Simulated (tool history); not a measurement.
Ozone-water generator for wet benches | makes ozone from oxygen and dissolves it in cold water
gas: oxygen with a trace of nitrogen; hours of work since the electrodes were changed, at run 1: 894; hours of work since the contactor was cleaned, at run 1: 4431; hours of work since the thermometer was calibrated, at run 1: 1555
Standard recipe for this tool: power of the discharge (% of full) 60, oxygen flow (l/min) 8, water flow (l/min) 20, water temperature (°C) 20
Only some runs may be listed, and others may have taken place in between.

| run | day | power of the discharge (% of full) | oxygen flow (l/min) | water flow (l/min) | water temperature (°C) | hours of work since the electrodes were changed | hours of work since the contactor was cleaned | hours of work since the thermometer was calibrated | dissolved ozone (ppm) | ozone in the gas ahead of the water (g/m3) |
|---|---|---|---|---|---|---|---|---|---|---|
| 1 | 0 | 60 | 8 | 20 | 20 | 894 | 4431 | 1555 | 17.7 | 131.6 |
| 2 | 0.608 | 60 | 8 | 20 | 20 | 907 | 4445 | 1568 | 18 | 132.4 |
| 3 | 1.779 | 60 | 8 | 20 | 20 | 932 | 4470 | 1594 | 17.9 | 132.7 |
| 4 | 2.583 | 60 | 8 | 20 | 20 | 950 | 4487 | 1611 | 17.8 | 131.9 |
| 5 | 3.796 | 60 | 8 | 20 | 20 | 976 | 4514 | 1637 | 17.5 | 133.6 |
| 6 | 4.371 | 60 | 11.08 | 20 | 20 | 988 | 4526 | 1650 | 17.2 | 109.4 |
| 7 | 5.296 | 60 | 8 | 20 | 20 | 1008 | 4546 | 1670 | 17.8 | 130.1 |
| 8 | 6.133 | 60 | 8 | 20 | 20 | 1027 | 4564 | 1688 | 17.8 | 131.2 |
| 9 | 6.979 | 60 | 8 | 20 | 20 | 1045 | 4582 | 1706 | 17.8 | 130.9 |
| 10 | 8.175 | 60 | 8 | 20 | 20 | 1071 | 4608 | 1732 | 18.1 | 131.3 |
| 11 | 9.438 | 60 | 8 | 20 | 20 | 1098 | 4636 | 1759 | 17.9 | 131 |
| 12 | 10.004 | 60 | 8 | 20 | 20 | 1110 | 4648 | 1772 | 17.7 | 132.6 |
| 13 | 11.158 | 60 | 8 | 20 | 18 | 1135 | 4673 | 1797 | 18.4 | 131.5 |
| 14 | 12.346 | 60 | 8 | 18 | 18 | 1161 | 4699 | 1822 | 19.7 | 131.4 |
| 15 | 12.958 | 60 | 8 | 18 | 18 | 1174 | 4712 | 1836 | 19.8 | 129.6 |
| 16 | 13.554 | 60 | 8 | 18 | 18 | 1187 | 4725 | 1848 | 19.6 | 130.5 |
| 17 | 14.075 | 62 | 4.11 | 30 | 14 | 1198 | 4736 | 1860 | 14.4 | 194.8 |
| 18 | 14.821 | 62 | 4.11 | 30 | 14 | 1214 | 4752 | 1876 | 14.3 | 198.2 |
| 19 | 15.917 | 62 | 4.11 | 30 | 14 | 1238 | 4776 | 1900 | 14.2 | 194.4 |
| 20 | 16.967 | 60 | 8 | 20 | 18 | 1261 | 4799 | 1922 | 18.3 | 130.4 |
| 21 | 17.883 | 60 | 8 | 20 | 18 | 1281 | 4818 | 1942 | 18.2 | 131.2 |
| 22 | 18.821 | 60 | 8 | 16 | 16 | 1301 | 4839 | 1962 | 22.1 | 131.3 |
| 23 | 19.742 | 60 | 8 | 26 | 20 | 1321 | 4859 | 1982 | 14.8 | 130.8 |
| 24 | 20.392 | 41 | 10.41 | 26 | 18 | 1335 | 4873 | 1996 | 11.4 | 85.6 |
| 25 | 21.5 | 41 | 10.41 | 26 | 18 | 1359 | 4897 | 2020 | 11.2 | 85.9 |
| 26 | 22.062 | 59 | 10.41 | 26 | 18 | 1371 | 4909 | 2033 | 14.8 | 112 |
| 27 | 22.804 | 53 | 5.23 | 12 | 20 | 1387 | 4925 | 2049 | 23.1 | 152 |
| 28 | 23.4 | 53 | 5.23 | 12 | 20 | 1400 | 4938 | 2062 | 22.8 | 153 |
| 29 | 24.658 | 41 | 5.23 | 29 | 12 | 1427 | 4965 | 2089 | 11.2 | 125.5 |

Predict the results of run 30:
| 30 | 25.875 | 41 | 5.23 | 29 | 12 | 1454 | 4991 | 2115 | ? | ? |

dissolved ozone (ppm): 11.2
ozone in the gas ahead of the water (g/m3): 126.6
Had the tool carried no hidden state, the very same run would have given dissolved ozone (ppm) 12.3, ozone in the gas ahead of the water (g/m3) 129.7.
